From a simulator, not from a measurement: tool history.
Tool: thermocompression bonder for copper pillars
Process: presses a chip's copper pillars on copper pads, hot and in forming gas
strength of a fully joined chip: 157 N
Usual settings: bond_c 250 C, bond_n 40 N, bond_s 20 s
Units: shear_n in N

run,hour,bond_c,bond_n,bond_s,shear_n
1,0,250,40,20,106.7
2,12.1,254,40,20,113.3
3,31.2,254,32,20,99.9
4,45.7,250,28,20,87.8
5,63.9,250,43,20,110.3
6,85,272,40,20,127.3
7,95.6,272,40,20,129.5
8,111.5,272,40,16,120.5
9,125.8,272,40,16,124.8
10,146.2,272,40,16,122.3
11,163.5,251,40,16,101.1
12,183.9,251,40,16,101.1
13,204.9,250,40,20,104.9
14,219.2,250,40,20,103.5
# hour 221.7: force cell calibrated
15,236,250,40,20,103.5
16,253.3,271,42,10,107.6
# hour 256.4: force cell calibrated, once more
17,266,239,30,20,76.7
18,276,237,44,39,112.5
19,295.5,237,44,39,115.1
20,315.7,237,47,31,110.4
21,334.6,271,29,19,108.7

Forecast run 22:
22,353.8,271,29,19,?

{"run 22": {"shear_n": 107.7}}
Without the tool's hidden state the same run would have given shear_n 115.2 N.
